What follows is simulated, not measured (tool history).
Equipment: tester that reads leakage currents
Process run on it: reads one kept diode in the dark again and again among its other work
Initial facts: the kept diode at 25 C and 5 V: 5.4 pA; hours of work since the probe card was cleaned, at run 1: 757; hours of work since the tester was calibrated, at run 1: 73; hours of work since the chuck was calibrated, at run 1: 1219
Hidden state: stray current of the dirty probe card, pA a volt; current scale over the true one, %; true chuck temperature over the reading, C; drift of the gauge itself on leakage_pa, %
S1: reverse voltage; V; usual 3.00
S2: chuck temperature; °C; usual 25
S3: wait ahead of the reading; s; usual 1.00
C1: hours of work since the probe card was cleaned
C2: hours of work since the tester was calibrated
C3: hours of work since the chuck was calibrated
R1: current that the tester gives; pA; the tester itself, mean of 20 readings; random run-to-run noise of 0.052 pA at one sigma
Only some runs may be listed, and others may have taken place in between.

run,hour,S1,S2,S3,C1,C2,C3,R1
1,0.0,3.00,25,1.00,757,73,1219,5.44
2,44.6,3.00,26,1.00,786,102,1248,5.73
3,69.4,3.00,26,2.45,802,118,1265,5.64
4,95.7,3.00,38,2.45,819,135,1282,12.59
5,148.6,3.00,38,2.45,853,170,1316,12.74
6,182.6,3.00,38,2.45,876,192,1338,12.71
7,214.6,3.00,38,2.45,896,213,1359,12.81
8,249.6,3.00,38,2.45,919,235,1382,12.66
9,299.8,3.00,38,2.45,952,268,1415,12.80
10,331.5,3.00,38,2.45,972,289,1435,12.77
11,363.4,3.00,38,2.45,993,309,1456,12.96
12,387.1,3.00,25,8.72,1009,325,1472,5.43
13,416.9,3.00,25,8.72,1028,344,1491,5.53
14,439.5,3.00,25,8.72,1043,359,1506,5.59
# hour 444.8: probe card cleaned and baked
15,469.6,3.00,25,0.38,16,377,1523,7.08
16,493.6,3.00,25,4.32,32,392,1539,6.48
17,542.4,3.00,25,4.32,64,424,1571,6.55
18,594.9,3.00,25,1.06,98,458,1605,6.82

Forecast run 19:
# hour 600.4: probe card cleaned and baked, once more
19,628.4,2.98,35,0.37,18,478,1625,?

Run 19 yielded R1 9.51 pA.
Were there no unlogged condition in the tool, this run, its random variation unchanged, would have produced R1 10.20 pA.
